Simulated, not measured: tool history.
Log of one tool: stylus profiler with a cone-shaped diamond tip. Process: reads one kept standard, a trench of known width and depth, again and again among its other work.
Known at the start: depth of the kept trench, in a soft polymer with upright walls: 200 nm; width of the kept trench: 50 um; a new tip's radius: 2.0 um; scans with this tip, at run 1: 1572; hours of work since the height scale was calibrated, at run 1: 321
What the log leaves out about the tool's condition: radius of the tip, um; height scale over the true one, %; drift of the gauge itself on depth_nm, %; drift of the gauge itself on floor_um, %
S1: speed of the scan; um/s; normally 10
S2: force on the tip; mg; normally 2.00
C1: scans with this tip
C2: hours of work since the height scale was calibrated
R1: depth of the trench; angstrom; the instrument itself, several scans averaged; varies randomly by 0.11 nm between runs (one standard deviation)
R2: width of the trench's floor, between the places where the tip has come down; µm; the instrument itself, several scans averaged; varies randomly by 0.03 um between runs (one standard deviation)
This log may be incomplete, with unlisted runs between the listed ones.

run,hour,S1,S2,C1,C2,R1,R2
1,0.0,10,2.00,1572,321,2025.5,48.14
2,16.4,10,2.00,1613,329,2027.3,48.16
3,34.3,10,3.12,1658,338,2032.7,48.17
4,50.3,10,2.16,1698,346,2027.5,48.14
5,63.8,10,2.00,1731,353,2024.6,48.11
6,81.0,10,2.00,1774,362,2028.4,48.10
7,97.0,10,2.00,1814,370,2026.6,48.11
8,115.3,10,2.00,1860,380,2027.5,48.16
9,124.9,10,2.20,1884,384,2028.4,48.05
10,143.2,10,2.20,1930,394,2029.5,48.17
11,159.7,10,2.20,1971,402,2029.5,48.05
12,171.7,10,2.20,2001,408,2029.6,48.09
13,190.5,10,2.20,2048,418,2029.3,48.14
14,199.6,10,1.92,2071,422,2025.2,48.11
15,215.8,10,1.92,2111,431,2025.7,48.11
16,224.6,10,1.92,2133,435,2028.0,48.12
# hour 226.1: height scale calibrated on a step standard
17,242.2,32,0.91,2176,8,2017.1,47.96
18,253.3,32,0.91,2204,14,2018.9,48.03
19,262.7,10,1.30,2227,19,2021.3,48.09
20,271.1,27,0.88,2248,23,2018.3,48.01
21,287.6,27,0.88,2289,31,2018.8,48.00
# hour 292.3: height scale calibrated on a step standard, once more
22,297.2,3,1.57,2312,2,2021.3,48.09
23,316.3,2,2.37,2360,12,2028.3,48.10
24,326.9,6,1.01,2386,18,2014.0,48.08

Measured result minus the same run's result without the hidden state. Both carry the same run-to-run variation, though not necessarily the same gauge scatter:
run,R1,R2
1,+1.9,-0.09
2,+1.9,-0.10
3,+2.1,-0.09
4,+2.1,-0.10
5,+2.2,-0.09
6,+2.2,-0.10
7,+2.3,-0.11
8,+2.3,-0.10
9,+2.4,-0.11
10,+2.5,-0.11
11,+2.5,-0.11
12,+2.6,-0.11
13,+2.6,-0.11
14,+2.7,-0.11
15,+2.7,-0.12
16,+2.8,-0.12
17,+4.1,-0.12
18,+4.2,-0.12
19,+4.2,-0.12
20,+4.3,-0.12
21,+4.4,-0.13
22,+0.2,-0.12
23,+0.3,-0.13
24,+0.4,-0.13
